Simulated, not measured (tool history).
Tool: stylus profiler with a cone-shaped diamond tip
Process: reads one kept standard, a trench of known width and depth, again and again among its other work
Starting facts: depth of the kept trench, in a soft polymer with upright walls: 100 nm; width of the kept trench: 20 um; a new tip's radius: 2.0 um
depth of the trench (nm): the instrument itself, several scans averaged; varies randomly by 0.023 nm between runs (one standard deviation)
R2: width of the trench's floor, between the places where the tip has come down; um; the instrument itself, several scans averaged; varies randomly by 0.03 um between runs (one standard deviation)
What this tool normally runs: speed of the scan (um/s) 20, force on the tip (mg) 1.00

Run 1, hour 0.0: usual settings. Result: depth of the trench (nm) 100.63, R2 18.63 um.
Run 2, hour 17.9: usual settings. Result: depth of the trench (nm) 100.64, R2 18.55 um.
Run 3, hour 37.2: usual settings. Result: depth of the trench (nm) 100.60, R2 18.59 um.
Run 4, hour 59.1: usual settings. Result: depth of the trench (nm) 100.63, R2 18.65 um.
Run 5, hour 81.1: usual settings. Result: depth of the trench (nm) 100.63, R2 18.63 um.
Run 6, hour 101.9: usual settings. Result: depth of the trench (nm) 100.60, R2 18.66 um.
Run 7, hour 123.0: usual settings. Result: depth of the trench (nm) 100.65, R2 18.56 um.
Run 8, hour 134.2: usual settings. Result: depth of the trench (nm) 100.63, R2 18.59 um.
Run 9, hour 147.5: usual settings but speed of the scan (um/s) 49. Result: depth of the trench (nm) 100.64, R2 18.40 um.
Run 10, hour 164.5: usual settings but speed of the scan (um/s) 49. Result: depth of the trench (nm) 100.64, R2 18.42 um.
Run 11, hour 185.8: usual settings but speed of the scan (um/s) 49. Result: depth of the trench (nm) 100.61, R2 18.42 um.
Run 12, hour 207.2: usual settings but speed of the scan (um/s) 49, force on the tip (mg) 0.95. Result: depth of the trench (nm) 100.60, R2 18.39 um.
Run 13, hour 227.2: usual settings but speed of the scan (um/s) 6, force on the tip (mg) 1.05. Result: depth of the trench (nm) 100.63, R2 18.72 um.
Run 14, hour 248.5: usual settings but speed of the scan (um/s) 5, force on the tip (mg) 1.38. Result: depth of the trench (nm) 100.77, R2 18.74 um.

3 ways to go on from here, each from the tool as it stands after run 14. What would each give?
Run A, hour 269.4: usual settings but speed of the scan (um/s) 26, force on the tip (mg) 1.01. Result: depth of the trench (nm) ?, R2 ?.
Run B, hour 269.4: usual settings but speed of the scan (um/s) 16, force on the tip (mg) 0.57. Result: depth of the trench (nm) ?, R2 ?.
Run C, hour 269.4: usual settings but speed of the scan (um/s) 5, force on the tip (mg) 0.81. Result: depth of the trench (nm) ?, R2 ?.

run  depth of the trench (nm)     R2
  A                    100.64  18.53
  B                    100.42  18.60
  C                    100.49  18.70
Take away the tool's hidden state, keep each run's random variation, and the runs would have read:
run  depth of the trench (nm)     R2
  A                    100.64  18.54
  B                    100.42  18.60
  C                    100.50  18.70
